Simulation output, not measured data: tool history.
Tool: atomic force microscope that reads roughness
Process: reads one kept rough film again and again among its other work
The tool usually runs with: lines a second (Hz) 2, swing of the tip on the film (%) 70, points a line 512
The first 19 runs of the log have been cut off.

run	hour	lines a second (Hz)	swing of the tip on the film (%)	points a line	pictures with this tip	hours of work since the height scale was calibrated	roughness of the kept film (nm (root mean square))
20	205.4	2	66	512	86	369	1.301
21	212.5	2	66	512	95	372	1.298
22	224.8	2	66	512	111	378	1.3
23	234.5	2	66	512	123	383	1.296
24	246.7	2	70	927	138	389	1.27
25	254.1	2	60	366	147	392	1.34
26	262.8	2	60	366	158	397	1.335
27	270.1	1.52	75	456	167	400	1.267
28	280.6	1.52	87	1021	180	405	1.155
29	291.2	1.56	70	1006	194	410	1.301
30	302.4	1.56	70	1006	208	416	1.299
31	315.3	1.56	70	1006	224	422	1.295
32	322.4	2.54	70	974	233	426	1.226

Run 33 is up next; what results do you expect?
33	329.8	1.03	70	277	242	429	?

For run 33 the tool returned roughness of the kept film (nm (root mean square)) 1.339.
If the tool had no hidden condition, the same run with the same run-to-run variation would have returned roughness of the kept film (nm (root mean square)) 1.341.
